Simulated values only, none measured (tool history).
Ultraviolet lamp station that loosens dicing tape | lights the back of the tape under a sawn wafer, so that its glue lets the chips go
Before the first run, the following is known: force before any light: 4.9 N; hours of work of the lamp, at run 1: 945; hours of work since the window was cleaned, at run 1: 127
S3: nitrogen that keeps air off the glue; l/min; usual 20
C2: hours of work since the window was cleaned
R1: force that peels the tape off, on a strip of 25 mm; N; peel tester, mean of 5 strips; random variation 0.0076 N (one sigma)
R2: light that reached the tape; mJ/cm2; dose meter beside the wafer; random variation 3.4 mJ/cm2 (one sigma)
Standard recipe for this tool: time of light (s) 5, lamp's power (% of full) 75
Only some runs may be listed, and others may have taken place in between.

run 1 hour=0.0 | time_of_light_(s)=5 lamp's_power_(%_of_full)=75 S3=20 | hours_of_work_of_the_lamp=945 C2=127 | R1=0.287 R2=552
-- hour=13.3 lamp changed
run 2 hour=29.8 | time_of_light_(s)=5 lamp's_power_(%_of_full)=75 S3=20 | hours_of_work_of_the_lamp=7 C2=140 | R1=0.279 R2=558
run 3 hour=90.1 | time_of_light_(s)=3 lamp's_power_(%_of_full)=75 S3=20 | hours_of_work_of_the_lamp=34 C2=167 | R1=0.632 R2=330
run 4 hour=145.4 | time_of_light_(s)=3 lamp's_power_(%_of_full)=72 S3=20 | hours_of_work_of_the_lamp=59 C2=191 | R1=0.694 R2=317
run 5 hour=176.5 | time_of_light_(s)=3 lamp's_power_(%_of_full)=72 S3=20 | hours_of_work_of_the_lamp=73 C2=205 | R1=0.677 R2=320
-- hour=186.0 window cleaned of glue's vapour
run 6 hour=240.1 | time_of_light_(s)=3 lamp's_power_(%_of_full)=72 S3=20 | hours_of_work_of_the_lamp=101 C2=24 | R1=0.671 R2=319
run 7 hour=292.8 | time_of_light_(s)=3 lamp's_power_(%_of_full)=72 S3=20 | hours_of_work_of_the_lamp=125 C2=48 | R1=0.691 R2=322
run 8 hour=352.5 | time_of_light_(s)=3 lamp's_power_(%_of_full)=72 S3=20 | hours_of_work_of_the_lamp=151 C2=74 | R1=0.707 R2=317
run 9 hour=390.8 | time_of_light_(s)=3 lamp's_power_(%_of_full)=72 S3=20 | hours_of_work_of_the_lamp=168 C2=92 | R1=0.668 R2=323
run 10 hour=451.8 | time_of_light_(s)=3 lamp's_power_(%_of_full)=72 S3=20 | hours_of_work_of_the_lamp=196 C2=119 | R1=0.704 R2=321
run 11 hour=493.5 | time_of_light_(s)=5 lamp's_power_(%_of_full)=75 S3=20 | hours_of_work_of_the_lamp=214 C2=137 | R1=0.277 R2=557
run 12 hour=553.0 | time_of_light_(s)=5 lamp's_power_(%_of_full)=75 S3=20 | hours_of_work_of_the_lamp=241 C2=164 | R1=0.295 R2=556
run 13 hour=589.1 | time_of_light_(s)=5 lamp's_power_(%_of_full)=69 S3=20 | hours_of_work_of_the_lamp=257 C2=180 | R1=0.327 R2=512
run 14 hour=614.8 | time_of_light_(s)=5 lamp's_power_(%_of_full)=75 S3=20 | hours_of_work_of_the_lamp=269 C2=192 | R1=0.283 R2=562
-- hour=654.0 window cleaned of glue's vapour
run 15 hour=656.9 | time_of_light_(s)=7 lamp's_power_(%_of_full)=71 S3=9 | hours_of_work_of_the_lamp=287 C2=1 | R1=0.265 R2=738
run 16 hour=702.8 | time_of_light_(s)=7 lamp's_power_(%_of_full)=71 S3=9 | hours_of_work_of_the_lamp=308 C2=22 | R1=0.264 R2=744
run 17 hour=730.8 | time_of_light_(s)=7 lamp's_power_(%_of_full)=80 S3=7 | hours_of_work_of_the_lamp=320 C2=34 | R1=0.271 R2=834
run 18 hour=782.3 | time_of_light_(s)=7 lamp's_power_(%_of_full)=80 S3=7 | hours_of_work_of_the_lamp=343 C2=57 | R1=0.263 R2=828
run 19 hour=818.8 | time_of_light_(s)=8 lamp's_power_(%_of_full)=75 S3=20 | hours_of_work_of_the_lamp=360 C2=74 | R1=0.189 R2=888
run 20 hour=866.5 | time_of_light_(s)=4 lamp's_power_(%_of_full)=67 S3=20 | hours_of_work_of_the_lamp=381 C2=95 | R1=0.472 R2=399
run 21 hour=927.5 | time_of_light_(s)=4 lamp's_power_(%_of_full)=99 S3=34 | hours_of_work_of_the_lamp=408 C2=122 | R1=0.227 R2=589
run 22 hour=971.5 | time_of_light_(s)=4 lamp's_power_(%_of_full)=82 S3=29 | hours_of_work_of_the_lamp=428 C2=142 | R1=0.306 R2=487
run 23 hour=1024.9 | time_of_light_(s)=6 lamp's_power_(%_of_full)=82 S3=29 | hours_of_work_of_the_lamp=452 C2=166 | R1=0.205 R2=726
run 24 hour=1053.3 | time_of_light_(s)=6 lamp's_power_(%_of_full)=82 S3=29 | hours_of_work_of_the_lamp=464 C2=178 | R1=0.203 R2=722
run 25 hour=1090.5 | time_of_light_(s)=6 lamp's_power_(%_of_full)=82 S3=29 | hours_of_work_of_the_lamp=481 C2=195 | R1=0.206 R2=733
run 26 hour=1118.4 | time_of_light_(s)=8 lamp's_power_(%_of_full)=75 S3=28 | hours_of_work_of_the_lamp=493 C2=208 | R1=0.196 R2=891
-- hour=1122.8 window cleaned of glue's vapour
run 27 hour=1178.8 | time_of_light_(s)=5 lamp's_power_(%_of_full)=85 S3=20 | hours_of_work_of_the_lamp=520 C2=25 | R1=0.248 R2=626

Predict each of these 3 candidate next runs independently; none follows another, all start after run 27:
run A hour=1228.3 | time_of_light_(s)=5 lamp's_power_(%_of_full)=75 S3=34 | hours_of_work_of_the_lamp=542 C2=47 | R1=? R2=?
run B hour=1228.3 | time_of_light_(s)=5 lamp's_power_(%_of_full)=85 S3=8 | hours_of_work_of_the_lamp=542 C2=47 | R1=? R2=?
run C hour=1228.3 | time_of_light_(s)=5 lamp's_power_(%_of_full)=75 S3=8 | hours_of_work_of_the_lamp=542 C2=47 | R1=? R2=?

run=A R1=0.252 R2=559
run=B R1=0.364 R2=632
run=C R1=0.469 R2=563
What these runs would have given with no unlogged condition in the tool:
run=A R1=0.252 R2=560
run=B R1=0.363 R2=633
run=C R1=0.467 R2=564
